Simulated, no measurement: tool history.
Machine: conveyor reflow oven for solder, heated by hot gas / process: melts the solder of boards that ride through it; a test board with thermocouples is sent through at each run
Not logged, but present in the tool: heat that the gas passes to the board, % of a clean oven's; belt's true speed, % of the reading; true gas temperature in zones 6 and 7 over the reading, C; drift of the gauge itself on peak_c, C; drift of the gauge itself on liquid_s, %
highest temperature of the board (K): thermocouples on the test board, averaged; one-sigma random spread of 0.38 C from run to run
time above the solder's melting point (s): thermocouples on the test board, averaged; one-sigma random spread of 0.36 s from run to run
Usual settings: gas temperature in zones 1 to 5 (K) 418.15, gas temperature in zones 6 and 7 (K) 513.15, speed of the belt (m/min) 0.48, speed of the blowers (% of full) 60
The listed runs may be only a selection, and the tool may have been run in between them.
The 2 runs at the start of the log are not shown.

run	hour	gas temperature in zones 1 to 5 (K)	gas temperature in zones 6 and 7 (K)	speed of the belt (m/min)	speed of the blowers (% of full)	hours of work since the flux was cleaned out	hours of work since the belt drive was overhauled	hours of work since the thermocouples were changed	highest temperature of the board (K)	time above the solder's melting point (s)
3	95.6	418.15	513.15	0.443	60	55	1322	264	489.35	63.7
4	153.6	418.15	513.15	0.443	60	89	1356	298	489.85	62.4
# hour 166.7: belt drive overhauled, speed set with a stopwatch
5	220.9	418.15	513.15	0.434	60	125	31	334	490.95	65.8
6	289.7	418.15	513.15	0.433	60	165	71	374	490.55	65.7
# hour 301.4: belt drive overhauled, speed set with a stopwatch, once more
7	356.9	418.15	513.15	0.513	60	201	32	410	481.35	44.1
8	405.2	418.15	513.15	0.513	60	229	60	438	481.15	43.7
9	470.9	421.15	513.15	0.48	60	267	98	476	484.15	52.7
10	547.6	408.15	513.15	0.48	60	312	142	520	480.05	42.3
11	584.5	408.15	513.15	0.48	60	333	163	542	479.85	42.2
# hour 624.6: flux residue cleaned out of gas plates and filters
12	631.8	408.15	513.15	0.48	60	4	188	566	482.55	45.7
13	681.4	418.15	513.15	0.48	60	33	216	595	485.15	51.8
14	745.3	432.15	513.15	0.48	60	70	253	632	488.35	62
15	828.4	432.15	513.15	0.48	60	118	301	680	488.05	60.9
16	868.4	432.15	513.15	0.48	60	141	324	703	487.25	60.9
17	911.2	420.15	513.15	0.573	73	165	349	727	483.35	42.2

Run 18 comes next. What will it give?
18	989.4	420.15	502.15	0.415	73	211	394	773	?	?

{"run 18": {"highest temperature of the board (K)": 484.85, "time above the solder's melting point (s)": 63.5}}
With no hidden state in the tool, this same run would have given highest temperature of the board (K) 489.25, time above the solder's melting point (s) 67.8.
